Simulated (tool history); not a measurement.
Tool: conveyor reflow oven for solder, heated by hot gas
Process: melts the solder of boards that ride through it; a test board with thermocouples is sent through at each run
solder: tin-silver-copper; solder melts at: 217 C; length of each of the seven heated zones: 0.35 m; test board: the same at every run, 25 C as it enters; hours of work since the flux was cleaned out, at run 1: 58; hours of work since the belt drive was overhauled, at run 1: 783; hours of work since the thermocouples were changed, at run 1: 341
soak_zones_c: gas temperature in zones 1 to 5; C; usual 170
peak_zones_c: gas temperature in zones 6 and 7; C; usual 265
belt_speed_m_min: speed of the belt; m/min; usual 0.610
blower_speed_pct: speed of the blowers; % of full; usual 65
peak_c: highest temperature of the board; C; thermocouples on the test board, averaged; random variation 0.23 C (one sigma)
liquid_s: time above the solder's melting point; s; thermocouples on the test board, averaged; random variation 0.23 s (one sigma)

run   hour  soak_zones_c  peak_zones_c  belt_speed_m_min  blower_speed_pct  hours of work since the flux was cleaned out  hours of work since the belt drive was overhauled  hours of work since the thermocouples were changed  peak_c  liquid_s
  1    0.0           170           265             0.610                65                                            58                                                783                                                 341   246.0      45.6
  2   11.2           170           265             0.610                65                                            66                                                790                                                 348   246.2      45.6
  3   18.0           170           265             0.610                86                                            70                                                795                                                 353   250.7      49.7
  4   31.7           170           265             0.610                65                                            79                                                804                                                 362   246.1      45.3
  5   41.8           170           258             0.610                65                                            86                                                811                                                 369   240.3      40.2
  6   52.0           170           258             0.610                65                                            93                                                817                                                 376   240.0      40.6
  7   62.3           170           265             0.610                65                                           100                                                824                                                 383   245.8      45.4
  8   70.2           170           265             0.610                56                                           105                                                830                                                 388   242.8      42.5
  9   83.5           170           265             0.610                69                                           114                                                839                                                 397   247.1      46.3
 10   99.3           180           265             0.496                57                                           125                                                849                                                 407   252.2      66.6
 11  109.9           157           255             0.636                57                                           132                                                856                                                 415   230.4      23.5
 12  118.3           179           265             0.618                51                                           137                                                862                                                 420   242.8      43.9
     124.0  -- flux residue cleaned out of gas plates and filters
 13  139.4           178           265             0.610                80                                            10                                                873                                                 431   249.9      51.1
 14  150.7           181           275             0.625                73                                            18                                                880                                                 439   256.5      54.9
 15  163.7           181           275             0.638                73                                            27                                                889                                                 447   255.9      53.2
 16  170.5           170           265             0.552                88                                            31                                                894                                                 452   252.0      57.4
 17  182.9           170           265             0.552                88                                            40                                                902                                                 460   251.9      57.2
 18  198.2           170           265             0.552                88                                            50                                                912                                                 471   252.2      56.8

Hidden state or all else? Some run-to-run changes of peak_c, split into what the settings, what came in and random variation would give without the hidden state, and what is left for the hidden state (with any gauge scatter that isn't in both results):
The hidden state here: heat that the gas passes to the board, % of a clean oven's; belt's true speed, % of the reading; true gas temperature in zones 6 and 7 over the reading, C; drift of the gauge itself on peak_c, C; drift of the gauge itself on liquid_s, %.
Run 10 -> 11: soak_zones_c 180 -> 157, peak_zones_c 265 -> 255, belt_speed_m_min 0.496 -> 0.636. peak_c -21.8 C: hidden state -0.4, all else -21.4.
Run 12 -> 13: soak_zones_c 179 -> 178, belt_speed_m_min 0.618 -> 0.610, blower_speed_pct 51 -> 80, flux residue cleaned out of gas plates and filters. peak_c +7.1 C: hidden state -0.9, all else +8.0.

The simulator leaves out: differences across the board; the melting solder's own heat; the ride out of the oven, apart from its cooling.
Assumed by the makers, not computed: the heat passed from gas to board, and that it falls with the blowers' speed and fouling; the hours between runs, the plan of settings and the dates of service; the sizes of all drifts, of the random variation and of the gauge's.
